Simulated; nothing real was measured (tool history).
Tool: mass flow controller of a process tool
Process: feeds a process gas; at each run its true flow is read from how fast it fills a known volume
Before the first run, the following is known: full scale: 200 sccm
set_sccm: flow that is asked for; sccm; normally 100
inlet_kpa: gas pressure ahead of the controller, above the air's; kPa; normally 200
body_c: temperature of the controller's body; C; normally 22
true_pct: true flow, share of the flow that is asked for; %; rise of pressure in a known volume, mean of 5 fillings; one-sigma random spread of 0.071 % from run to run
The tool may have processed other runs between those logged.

run     day  set_sccm  inlet_kpa  body_c  true_pct
  1   0.000       100        200      22    100.32
  2   3.500       100        200      20    100.41
  3   5.504       100        200      20    100.53
  4   8.108       100        200      22    100.50
  5  12.100       100        200      31     99.85
  6  15.079       100        200      22    100.37
  7  18.171        62        200      22    100.44
  8  20.842        62        200      22    100.49
  9  24.308        62        200      38     99.42
 10  26.842        62        200      38     99.71
 11  29.871        62        200      38     99.51
 12  32.954        62        200      38     99.58
 13  36.825       100        200      22    100.44
 14  39.212       100        200      22    100.50
 15  42.817        80        200      22    100.49
 16  46.454        80        200      22    100.46
 17  48.192       100        200      22    100.61
 18  50.025       100        200      22    100.48
 19  53.283       100        200      22    100.48
 20  55.438       100        200      22    100.56
 21  57.717       100        200      22    100.49
 22  61.192       100        200      22    100.46
 23  64.312        27        149      22    100.76
 24  67.362        27        149      22    100.93
 25  69.667        40        165      35     99.93
 26  71.875        65        149      22    100.42
 27  75.100       100        169      33     99.81
 28  77.633       100        169      33     99.69
 29  79.317       161        276      31    100.74

Expected results for the next run?
 30  81.183       161        276      31         ?

true_pct: 100.72 %
With no hidden state in the tool, this same run would have given true_pct 99.84 %.
